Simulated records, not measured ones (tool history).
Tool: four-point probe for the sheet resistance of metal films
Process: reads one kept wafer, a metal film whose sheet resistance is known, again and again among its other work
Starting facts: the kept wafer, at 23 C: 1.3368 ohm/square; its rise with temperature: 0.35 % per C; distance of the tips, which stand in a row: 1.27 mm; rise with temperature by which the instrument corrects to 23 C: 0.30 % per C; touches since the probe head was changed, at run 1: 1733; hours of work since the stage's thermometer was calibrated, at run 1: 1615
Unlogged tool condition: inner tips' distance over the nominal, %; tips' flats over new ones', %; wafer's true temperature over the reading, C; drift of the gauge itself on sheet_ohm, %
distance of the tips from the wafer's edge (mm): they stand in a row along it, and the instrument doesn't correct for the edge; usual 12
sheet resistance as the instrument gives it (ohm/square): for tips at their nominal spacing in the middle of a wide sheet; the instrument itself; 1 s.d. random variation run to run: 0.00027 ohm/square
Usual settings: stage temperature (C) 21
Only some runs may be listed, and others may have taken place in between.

run   hour  stage temperature (C)  distance of the tips from the wafer's edge (mm)  touches since the probe head was changed  hours of work since the stage's thermometer was calibrated  sheet resistance as the instrument gives it (ohm/square)
  1    0.0                     21                                               12                                      1733                                                        1615                                                  1.348553
  2   12.4                     21                                               12                                      2112                                                        1624                                                  1.348067
  3   19.1                     21                                               12                                      2319                                                        1629                                                  1.348459
  4   34.2                     21                                                5                                      2784                                                        1640                                                  1.385369
  5   41.1                     21                                                5                                      2995                                                        1645                                                  1.385625
  6   51.3                     21                                                5                                      3308                                                        1652                                                  1.385559
  7   63.5                     21                                                5                                      3682                                                        1661                                                  1.385344
  8   74.7                     26                                               12                                      4026                                                        1669                                                  1.351587
  9   84.3                     26                                               12                                      4322                                                        1676                                                  1.351870
 10   94.0                     26                                               12                                      4621                                                        1683                                                  1.351797
 11  102.0                     21                                               12                                      4865                                                        1689                                                  1.348642
 12  110.8                     21                                               12                                      5136                                                        1695                                                  1.348890
 13  119.8                     27                                                6                                      5411                                                        1702                                                  1.375880
 14  134.0                     28                                               59                                      5850                                                        1712                                                  1.345204
 15  149.8                     22                                               12                                      6333                                                        1724                                                  1.349549
 16  161.5                     18                                               35                                      6691                                                        1732                                                  1.340070
 17  174.4                     18                                               35                                      7089                                                        1742                                                  1.340543
 18  186.1                     18                                               25                                      7449                                                        1750                                                  1.340873
 19  200.5                     29                                               28                                      7890                                                        1761                                                  1.347711
 20  215.9                     29                                               28                                      8363                                                        1772                                                  1.348076
 21  228.5                     22                                                9                                      8750                                                        1781                                                  1.355930
 22  235.7                     18                                                9                                      8974                                                        1786                                                  1.353507
 23  248.9                     24                                               18                                      9378                                                        1796                                                  1.347351
 24  260.2                     21                                               33                                      9723                                                        1804                                                  1.342767

Selected run-to-run steps in sheet resistance as the instrument gives it (ohm/square), each split into two signed amounts: the part the tool would show with no hidden state at all (from settings, incoming material and random variation), and the remainder, which goes to the hidden state together with any gauge scatter not common to the measured and the hidden-state-free results:
Run 3 -> 4: distance of the tips from the wafer's edge (mm) 12 -> 5. sheet resistance as the instrument gives it (ohm/square) +0.036910: hidden state +0.000205, all else +0.036705.
Run 7 -> 8: stage temperature (C) 21 -> 26, distance of the tips from the wafer's edge (mm) 5 -> 12. sheet resistance as the instrument gives it (ohm/square) -0.033757: hidden state -0.000102, all else -0.033655.
Run 20 -> 21: stage temperature (C) 29 -> 22, distance of the tips from the wafer's edge (mm) 28 -> 9. sheet resistance as the instrument gives it (ohm/square) +0.007854: hidden state +0.000148, all else +0.007706.
